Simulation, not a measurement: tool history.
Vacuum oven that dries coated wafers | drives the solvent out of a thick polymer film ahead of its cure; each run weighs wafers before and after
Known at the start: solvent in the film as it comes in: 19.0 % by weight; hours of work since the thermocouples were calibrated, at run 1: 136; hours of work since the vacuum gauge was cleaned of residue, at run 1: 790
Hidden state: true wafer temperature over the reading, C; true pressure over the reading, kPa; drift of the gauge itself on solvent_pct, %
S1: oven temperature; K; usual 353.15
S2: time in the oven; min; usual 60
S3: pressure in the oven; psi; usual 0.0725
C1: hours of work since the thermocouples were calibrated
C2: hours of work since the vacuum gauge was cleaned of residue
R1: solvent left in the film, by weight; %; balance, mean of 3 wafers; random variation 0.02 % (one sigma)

| run | day | S1 | S2 | S3 | C1 | C2 | R1 |
|---|---|---|---|---|---|---|---|
| 1 | 0.000 | 353.15 | 60 | 0.0725 | 136 | 790 | 0.96 |
| 2 | 2.196 | 353.15 | 60 | 0.0725 | 160 | 814 | 0.90 |
| 3 | 4.912 | 353.15 | 60 | 0.1987 | 189 | 843 | 1.64 |
| 4 | 7.767 | 353.15 | 60 | 0.0692 | 220 | 874 | 0.93 |
| 5 | 9.862 | 353.15 | 60 | 0.0692 | 243 | 897 | 0.94 |
| 6 | 12.979 | 353.15 | 79 | 0.0725 | 276 | 930 | 0.58 |
| 7 | 15.817 | 353.15 | 79 | 0.0725 | 307 | 961 | 0.63 |
| 8 | 18.992 | 353.15 | 79 | 0.0725 | 341 | 995 | 0.62 |
| 9 | 20.867 | 340.15 | 79 | 0.0725 | 362 | 1016 | 2.67 |
| 10 | 24.033 | 340.15 | 79 | 0.0725 | 396 | 1050 | 2.60 |
| 11 | 25.696 | 340.15 | 79 | 0.0725 | 414 | 1068 | 2.68 |
| 12 | 27.596 | 362.15 | 53 | 0.0416 | 434 | 1089 | 0.28 |
| 13 | 29.312 | 356.15 | 60 | 0.0555 | 453 | 1107 | 0.58 |
| 14 | 31.821 | 342.15 | 81 | 0.0451 | 480 | 1134 | 1.82 |
| 15 | 35.092 | 359.15 | 48 | 0.0753 | 515 | 1170 | 0.73 |

The next listed run, before its measurement:
| 16 | 36.725 | 350.15 | 60 | 0.0479 | 533 | 1187 | ? |

{"run 16": {"R1": 1.2}}
Without the tool's hidden state the same run would have given R1 1.20 %.

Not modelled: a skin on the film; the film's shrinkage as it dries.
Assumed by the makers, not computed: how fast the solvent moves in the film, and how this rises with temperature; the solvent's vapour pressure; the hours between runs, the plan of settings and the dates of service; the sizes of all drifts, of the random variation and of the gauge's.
